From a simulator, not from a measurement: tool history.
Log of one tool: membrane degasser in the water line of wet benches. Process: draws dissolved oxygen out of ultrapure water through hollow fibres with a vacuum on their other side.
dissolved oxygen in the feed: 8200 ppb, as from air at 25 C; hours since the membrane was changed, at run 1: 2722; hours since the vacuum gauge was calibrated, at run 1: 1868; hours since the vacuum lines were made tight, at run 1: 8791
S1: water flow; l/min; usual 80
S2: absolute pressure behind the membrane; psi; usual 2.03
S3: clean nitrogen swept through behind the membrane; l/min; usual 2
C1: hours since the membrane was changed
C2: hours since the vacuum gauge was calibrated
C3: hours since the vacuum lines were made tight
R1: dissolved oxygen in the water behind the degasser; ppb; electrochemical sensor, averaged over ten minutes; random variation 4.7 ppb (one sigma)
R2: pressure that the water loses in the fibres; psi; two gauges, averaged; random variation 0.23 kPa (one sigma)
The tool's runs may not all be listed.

run,hour,S1,S2,S3,C1,C2,C3,R1,R2
1,0,80,2.03,2,2722,1868,8791,803,8.135
2,44.5,80,1.54,2,2766,1912,8835,567.4,8.095
3,95.6,80,1.54,2,2817,1963,8886,565.7,8.157
4,124.4,80,1.54,2,2846,1992,8915,560.6,8.09
5,159.1,85,2.03,2,2881,2027,8950,833,8.63
6,229.1,80,2.03,2,2951,2097,9020,796.7,8.105
7,287.1,49,2.03,2,3009,2155,9078,542.3,4.952
8,330.4,49,2.03,2,3052,2198,9121,543.2,4.923
9,378.9,49,2.03,2,3100,2247,9170,545.5,4.972
10,418.9,73,3.65,1.15,3140,2287,9210,2018,7.391
11,487.7,123,3.63,1.24,3209,2355,9279,2607.3,12.437
12,544.1,123,2.97,2.41,3266,2412,9335,1470.5,12.328
13,596.5,88,1.8,2.41,3318,2464,9387,650.1,8.863
14,654.2,88,1.8,5.79,3376,2522,9445,316,8.927
15,702.8,80,2.16,2,3424,2571,9494,856.8,8.057

5 ways to go on from here, each from the tool as it stands after run 15. What would each give?
A,769,80,1.58,2,3491,2637,9560,?,?
B,769,53,2.03,2,3491,2637,9560,?,?
C,769,86,2.16,2.54,3491,2637,9560,?,?
D,769,116,2.03,1.92,3491,2637,9560,?,?
E,769,80,4.74,3.01,3491,2637,9560,?,?

run,R1,R2
A,590.3,8.026
B,571.3,5.316
C,770.2,8.654
D,1099,11.657
E,1427.3,8.041
Without the tool's hidden state the same runs would have given:
run,R1,R2
A,590.1,8.095
B,571.1,5.361
C,770,8.727
D,1098.8,11.754
E,1427.2,8.108
